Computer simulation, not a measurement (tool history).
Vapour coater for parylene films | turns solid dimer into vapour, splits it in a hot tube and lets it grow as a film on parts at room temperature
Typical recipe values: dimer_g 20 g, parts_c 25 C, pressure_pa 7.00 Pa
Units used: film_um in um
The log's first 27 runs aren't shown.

{"run": 28, "hour": 1529.3, "dimer_g": 11, "parts_c": 29, "pressure_pa": 3.39, "film_um": 5.82}
{"run": 29, "hour": 1563.5, "dimer_g": 27, "parts_c": 29, "pressure_pa": 9.53, "film_um": 12.08}
{"run": 30, "hour": 1601.1, "dimer_g": 32, "parts_c": 25, "pressure_pa": 7.34, "film_um": 15.82}
{"run": 31, "hour": 1675.6, "dimer_g": 30, "parts_c": 22, "pressure_pa": 2.15, "film_um": 18.64}
{"run": 32, "hour": 1742.9, "dimer_g": 10, "parts_c": 27, "pressure_pa": 5.34, "film_um": 4.71}
{"hour": 1782.0, "done": "trap's valve overhauled"}
{"run": 33, "hour": 1822.1, "dimer_g": 9, "parts_c": 27, "pressure_pa": 5.34, "film_um": 4.8}
{"run": 34, "hour": 1877.0, "dimer_g": 25, "parts_c": 27, "pressure_pa": 2.51, "film_um": 14.6}
{"run": 35, "hour": 1940.9, "dimer_g": 35, "parts_c": 27, "pressure_pa": 2.51, "film_um": 19.88}
{"run": 36, "hour": 2008.0, "dimer_g": 20, "parts_c": 32, "pressure_pa": 7.0, "film_um": 8.5}
{"run": 37, "hour": 2081.2, "dimer_g": 20, "parts_c": 27, "pressure_pa": 7.0, "film_um": 9.02}
{"hour": 2134.5, "done": "trap's valve overhauled"}
{"run": 38, "hour": 2151.8, "dimer_g": 20, "parts_c": 22, "pressure_pa": 4.1, "film_um": 12.26}
{"run": 39, "hour": 2213.0, "dimer_g": 20, "parts_c": 22, "pressure_pa": 4.1, "film_um": 12.04}
{"run": 40, "hour": 2287.4, "dimer_g": 27, "parts_c": 22, "pressure_pa": 4.1, "film_um": 15.46}
{"run": 41, "hour": 2360.7, "dimer_g": 17, "parts_c": 17, "pressure_pa": 7.0, "film_um": 9.57}
{"run": 42, "hour": 2405.3, "dimer_g": 20, "parts_c": 23, "pressure_pa": 7.0, "film_um": 9.83}
{"run": 43, "hour": 2445.2, "dimer_g": 20, "parts_c": 23, "pressure_pa": 7.0, "film_um": 9.58}
{"hour": 2486.3, "done": "trap's valve overhauled"}
{"run": 44, "hour": 2491.4, "dimer_g": 20, "parts_c": 23, "pressure_pa": 7.0, "film_um": 11.02}
{"run": 45, "hour": 2553.2, "dimer_g": 20, "parts_c": 23, "pressure_pa": 6.95, "film_um": 10.79}
{"run": 46, "hour": 2627.5, "dimer_g": 20, "parts_c": 21, "pressure_pa": 6.95, "film_um": 10.96}

Predict each of these 4 candidate next runs independently; none follows another, all start after run 46:
{"hour": 2689.1, "done": "table's thermometer calibrated"}
{"run": "A", "hour": 2691.8, "dimer_g": 20, "parts_c": 21, "pressure_pa": 4.34, "film_um": "?"}
{"hour": 2689.1, "done": "table's thermometer calibrated"}
{"run": "B", "hour": 2691.8, "dimer_g": 32, "parts_c": 21, "pressure_pa": 9.36, "film_um": "?"}
{"hour": 2689.1, "done": "table's thermometer calibrated"}
{"run": "C", "hour": 2691.8, "dimer_g": 10, "parts_c": 27, "pressure_pa": 6.95, "film_um": "?"}
{"hour": 2689.1, "done": "table's thermometer calibrated"}
{"run": "D", "hour": 2691.8, "dimer_g": 35, "parts_c": 33, "pressure_pa": 6.95, "film_um": "?"}

run=A film_um=11.21
run=B film_um=15.66
run=C film_um=4.59
run=D film_um=14.43
Without the tool's hidden state the same runs would have given:
run=A film_um=12.16
run=B film_um=16.99
run=C film_um=4.98
run=D film_um=15.64

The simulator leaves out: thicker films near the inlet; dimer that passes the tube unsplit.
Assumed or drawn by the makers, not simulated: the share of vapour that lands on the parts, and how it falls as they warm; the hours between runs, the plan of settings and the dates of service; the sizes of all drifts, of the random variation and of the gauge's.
